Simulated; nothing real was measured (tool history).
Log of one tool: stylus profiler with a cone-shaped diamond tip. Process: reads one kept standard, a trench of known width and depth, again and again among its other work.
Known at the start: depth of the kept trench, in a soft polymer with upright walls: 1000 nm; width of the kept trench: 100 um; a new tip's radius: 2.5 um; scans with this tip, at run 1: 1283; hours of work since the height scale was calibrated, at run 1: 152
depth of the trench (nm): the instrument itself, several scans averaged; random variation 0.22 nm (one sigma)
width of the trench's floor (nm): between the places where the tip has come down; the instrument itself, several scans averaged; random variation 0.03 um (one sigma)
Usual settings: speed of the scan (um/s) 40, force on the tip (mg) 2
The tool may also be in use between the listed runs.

| run | hour | speed of the scan (um/s) | force on the tip (mg) | scans with this tip | hours of work since the height scale was calibrated | depth of the trench (nm) | width of the trench's floor (nm) |
|---|---|---|---|---|---|---|---|
| 1 | 0 | 40 | 2 | 1283 | 152 | 1006.86 | 95850 |
| 2 | 9.3 | 40 | 2 | 1318 | 156 | 1007.04 | 95790 |
| 3 | 19.6 | 40 | 2 | 1358 | 161 | 1006.68 | 95800 |
| 4 | 35.9 | 40 | 2 | 1420 | 168 | 1006.7 | 95860 |
| 5 | 48.2 | 40 | 2 | 1466 | 174 | 1006.67 | 95800 |
| 6 | 62.4 | 40 | 2 | 1520 | 180 | 1006.89 | 95840 |
| 7 | 75.7 | 40 | 5.29 | 1571 | 186 | 1013.03 | 95920 |
| 8 | 91.8 | 40 | 5.29 | 1632 | 193 | 1012.82 | 95910 |
| 9 | 103.6 | 40 | 5.29 | 1677 | 199 | 1012.89 | 95900 |
| 10 | 115.2 | 40 | 5.29 | 1721 | 204 | 1012.87 | 95920 |
| 11 | 131.5 | 40 | 5.29 | 1783 | 211 | 1013.14 | 95910 |
| 12 | 147.9 | 40 | 5.29 | 1846 | 219 | 1012.92 | 95910 |
| 13 | 165.9 | 20 | 5.7 | 1914 | 227 | 1013.68 | 95900 |

The next listed run, before its measurement:
| 14 | 177.2 | 69 | 1.11 | 1957 | 232 | ? | ? |

{"run 14": {"depth of the trench (nm)": 1004.75, "width of the trench's floor (nm)": 95640}}
Without the tool's hidden state the same run would have given depth of the trench (nm) 1004.74, width of the trench's floor (nm) 95640.

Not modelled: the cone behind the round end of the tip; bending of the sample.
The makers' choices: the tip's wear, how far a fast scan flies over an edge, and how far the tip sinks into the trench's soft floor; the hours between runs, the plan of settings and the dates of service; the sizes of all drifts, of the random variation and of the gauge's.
